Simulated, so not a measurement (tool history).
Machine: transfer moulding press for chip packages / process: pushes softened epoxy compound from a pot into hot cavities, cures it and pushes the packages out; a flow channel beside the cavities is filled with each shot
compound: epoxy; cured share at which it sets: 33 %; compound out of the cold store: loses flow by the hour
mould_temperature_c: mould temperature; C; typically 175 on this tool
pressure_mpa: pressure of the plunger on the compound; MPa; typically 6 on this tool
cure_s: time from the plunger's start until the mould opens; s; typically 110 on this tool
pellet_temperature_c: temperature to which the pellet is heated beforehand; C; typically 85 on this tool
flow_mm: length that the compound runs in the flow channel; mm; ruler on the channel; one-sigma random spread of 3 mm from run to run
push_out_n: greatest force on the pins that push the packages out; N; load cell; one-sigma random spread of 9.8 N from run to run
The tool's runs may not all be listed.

run	hour	mould_temperature_c	pressure_mpa	cure_s	pellet_temperature_c	incoming compound's hours out of the cold store	flow_mm	push_out_n
1	0	175	6	110	85	47	637	751
2	8.9	175	6	110	85	20.4	675	782
# hour 15.2: cavities cleaned with cleaning compound and waxed
3	18.5	175	6	110	85	22.2	676	473
4	28.2	175	6	110	85	17.1	684	537
5	42.7	175	6	110	85	22.7	669	623
6	52.5	175	6	110	94	11.9	689	643
7	65	175	6	110	94	20.2	670	681
8	73.4	175	6	110	76	24.7	665	736
9	86	175	6	110	76	30.3	655	746
10	100	175	6	110	76	44.5	630	743
11	108.3	175	6	110	76	32.5	652	790
12	116.8	182	6	110	85	43.7	613	566
# hour 122.8: cavities cleaned with cleaning compound and waxed
13	132.6	175	6	110	85	36.7	640	519
14	148.7	175	6	110	85	32	652	615
15	159.6	175	6	110	85	19.1	663	676
16	169.4	175	5.26	140	88	17.9	626	465
17	183.4	175	6.85	139	95	30.1	688	481
18	198.4	175	6.85	103	93	11.4	721	900
19	211.6	175	6.85	103	93	26.6	694	896
20	228	179	5.6	110	92	27.4	616	623
# hour 232.1: cavities cleaned with cleaning compound and waxed
21	237.4	174	5.6	96	92	39.5	611	707
22	244.9	167	4.57	139	77	21.1	601	593

For run 23, what comes out?
23	257.5	169	4.57	139	77	20.9	?	?

{"run 23": {"flow_mm": 594, "push_out_n": 597}}
Take away the tool's hidden state, keep the run-to-run variation as it was, and the same run would have given flow_mm 618 mm, push_out_n 440 N.
